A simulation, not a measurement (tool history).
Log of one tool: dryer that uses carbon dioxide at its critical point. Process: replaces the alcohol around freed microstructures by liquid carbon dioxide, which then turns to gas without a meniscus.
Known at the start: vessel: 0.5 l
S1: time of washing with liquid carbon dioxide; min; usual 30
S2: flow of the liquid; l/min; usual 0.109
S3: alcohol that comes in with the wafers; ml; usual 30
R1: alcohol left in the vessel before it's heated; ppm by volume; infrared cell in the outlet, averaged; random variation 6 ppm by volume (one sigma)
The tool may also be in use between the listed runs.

run,hour,S1,S2,S3,R1
1,0.0,30,0.109,30,284
2,30.2,30,0.109,30,304
3,59.1,30,0.109,30,330
4,96.6,30,0.109,30,341
5,136.0,30,0.109,30,388
6,181.9,30,0.109,56,713
7,229.1,30,0.109,30,452
# hour 249.9: inlet filter changed
8,270.3,30,0.109,30,280
9,306.4,30,0.109,30,300
10,356.7,30,0.109,30,333
11,384.5,30,0.109,42,461
12,428.1,30,0.109,42,502
13,469.6,40,0.109,30,139
14,499.6,40,0.109,30,151
15,536.2,30,0.109,29,457
16,590.2,30,0.109,29,473
17,637.6,30,0.109,29,525
# hour 657.4: inlet filter changed
18,668.8,30,0.153,30,143
19,702.4,30,0.075,30,1543
20,727.5,30,0.075,30,1601
21,771.2,30,0.109,30,404
22,817.1,30,0.109,30,428
23,853.2,31,0.148,45,190
24,895.3,35,0.176,45,159
25,922.2,35,0.176,45,158
26,965.7,34,0.169,45,169
27,1001.8,21,0.085,41,5734
28,1043.2,24,0.076,31,4282
# hour 1065.2: inlet filter changed
29,1068.6,24,0.079,59,5019
30,1093.9,24,0.079,59,5133
31,1137.1,26,0.153,26,256
32,1164.3,39,0.125,44,218
33,1198.9,30,0.125,107,647
34,1234.8,30,0.125,107,688
35,1273.3,28,0.125,107,992
36,1319.1,32,0.086,107,3128
37,1363.1,26,0.163,40,321
38,1403.4,28,0.109,66,1416
39,1441.6,38,0.144,84,275
# hour 1473.9: inlet filter changed
40,1489.6,38,0.144,84,270
41,1526.4,19,0.088,37,4771
42,1560.2,30,0.109,50,662
43,1591.0,30,0.109,50,716

5 ways to go on from here, each from the tool as it stands after run 43. What would each give?
A,1621.0,42,0.109,37,?
B,1621.0,21,0.112,78,?
C,1621.0,30,0.115,30,?
D,1621.0,30,0.109,20,?
E,1621.0,22,0.158,50,?

run,R1
A,307
B,3511
C,476
D,462
E,596
Without the tool's hidden state the same runs would have given:
run,R1
A,33
B,2739
C,159
D,156
E,254
